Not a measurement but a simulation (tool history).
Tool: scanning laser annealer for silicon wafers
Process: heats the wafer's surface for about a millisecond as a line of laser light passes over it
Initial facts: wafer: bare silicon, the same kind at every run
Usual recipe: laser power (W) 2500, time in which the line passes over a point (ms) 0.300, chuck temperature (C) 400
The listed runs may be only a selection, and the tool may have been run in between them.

run,hour,laser power (W),time in which the line passes over a point (ms),chuck temperature (C),highest temperature of the surface (C)
1,0.0,2500,0.300,400,1215
2,12.1,2500,0.300,400,1212
3,23.5,2500,0.274,400,1177
4,35.5,2500,0.274,400,1176
5,44.2,2500,0.274,400,1172
6,61.4,2500,0.274,400,1172
7,69.1,2500,0.261,400,1153
8,83.4,2500,0.261,400,1151
9,92.2,2500,0.261,400,1153
10,100.1,2500,0.261,400,1151
11,114.4,2500,0.261,400,1154
# hour 118.6: laser's power meter calibrated
12,130.3,2500,0.247,404,1137
13,137.6,2157,0.247,404,1028
14,148.8,2224,0.351,385,1157
15,158.0,2363,0.351,385,1208
16,172.1,2500,0.360,365,1243
17,181.6,2457,0.354,365,1224
18,198.7,2490,0.294,415,1206
19,209.6,2490,0.258,426,1170
# hour 215.1: laser's power meter calibrated, once more
20,223.1,2500,0.324,417,1253

Selected run-to-run steps in highest temperature of the surface (C), each split into two signed amounts: the part the tool would show with no hidden state at all (from settings, incoming material and random variation), and the remainder, which goes to the hidden state together with any gauge scatter not common to the measured and the hidden-state-free results:
What the log doesn't record here: light that passes the window, % of a clean one's; laser's true power over the reading, %; width of the line over the set one, %; drift of the gauge itself on peak_c, C.
Run 12 -> 13: laser power (W) 2500 -> 2157. highest temperature of the surface (C) -109: hidden state +3, all else -112.
Run 13 -> 14: laser power (W) 2157 -> 2224, time in which the line passes over a point (ms) 0.247 -> 0.351, chuck temperature (C) 404 -> 385. highest temperature of the surface (C) +129: hidden state -6, all else +135.
Run 19 -> 20: laser power (W) 2490 -> 2500, time in which the line passes over a point (ms) 0.258 -> 0.324, chuck temperature (C) 426 -> 417, laser's power meter calibrated, once more. highest temperature of the surface (C) +83: hidden state -5, all else +88.
